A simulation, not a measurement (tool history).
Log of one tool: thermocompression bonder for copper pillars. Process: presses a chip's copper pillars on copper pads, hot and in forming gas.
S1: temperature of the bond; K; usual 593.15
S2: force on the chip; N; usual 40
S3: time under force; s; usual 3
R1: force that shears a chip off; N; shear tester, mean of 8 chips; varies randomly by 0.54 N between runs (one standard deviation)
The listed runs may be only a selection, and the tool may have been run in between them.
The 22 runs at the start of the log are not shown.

Run 23, hour 1711.1: usual settings but S1 600.15 K, S3 5 s. Result: R1 101.0 N.
At hour 1718.7: heater calibrated with a thermocouple chip.
Run 24, hour 1775.3: usual settings but S1 600.15 K, S3 5 s. Result: R1 107.3 N.
Run 25, hour 1870.8: usual settings but S1 602.15 K, S3 7 s. Result: R1 116.2 N.
Run 26, hour 1948.1: usual settings but S1 596.15 K, S3 2 s. Result: R1 83.1 N.
Run 27, hour 2030.2: usual settings but S1 598.15 K, S3 7 s. Result: R1 111.7 N.
Run 28, hour 2129.1: usual settings but S1 621.15 K, S3 5 s. Result: R1 116.0 N.
At hour 2192.6: forming gas filter changed.
Run 29, hour 2192.6: usual settings but S1 622.15 K. Result: R1 108.5 N.
Run 30, hour 2236.8: usual settings but S2 31 N, S3 2 s. Result: R1 65.5 N.
Run 31, hour 2325.1: usual settings but S2 60 N, S3 4 s. Result: R1 122.8 N.
Run 32, hour 2409.5: usual settings but S1 568.15 K, S2 31 N, S3 8 s. Result: R1 82.7 N.
Run 33, hour 2455.6: usual settings but S1 613.15 K. Result: R1 101.9 N.
Run 34, hour 2536.8: usual settings but S1 595.15 K, S2 32 N, S3 2 s. Result: R1 65.9 N.
Run 35, hour 2638.5: usual settings but S1 617.15 K, S3 2 s. Result: R1 93.5 N.
Run 36, hour 2683.7: usual settings but S1 567.15 K, S2 32 N, S3 6 s. Result: R1 75.4 N.
Run 37, hour 2751.1: usual settings but S1 608.15 K, S2 37 N, S3 9 s. Result: R1 115.2 N.
Run 38, hour 2853.0: usual settings but S1 574.15 K, S2 54 N. Result: R1 96.4 N.
At hour 2870.8: forming gas filter changed.
Run 39, hour 2906.1: usual settings but S1 574.15 K, S2 54 N. Result: R1 100.6 N.

4 options for the next run, each taken on its own from the tool as it stands now. Forecast them:
Run A, hour 2970.3: usual settings but S1 592.15 K, S2 54 N. Result: R1 ?.
Run B, hour 2970.3: usual settings but S1 587.15 K, S3 2 s. Result: R1 ?.
Run C, hour 2970.3: usual settings but S1 591.15 K, S2 30 N, S3 5 s. Result: R1 ?.
Run D, hour 2970.3: usual settings but S1 574.15 K, S2 54 N, S3 2 s. Result: R1 ?.

run     R1
  A  109.3
  B   78.0
  C   82.5
  D   89.2
What these runs would have given with no unlogged condition in the tool:
run     R1
  A  110.5
  B   79.3
  C   83.7
  D   90.7

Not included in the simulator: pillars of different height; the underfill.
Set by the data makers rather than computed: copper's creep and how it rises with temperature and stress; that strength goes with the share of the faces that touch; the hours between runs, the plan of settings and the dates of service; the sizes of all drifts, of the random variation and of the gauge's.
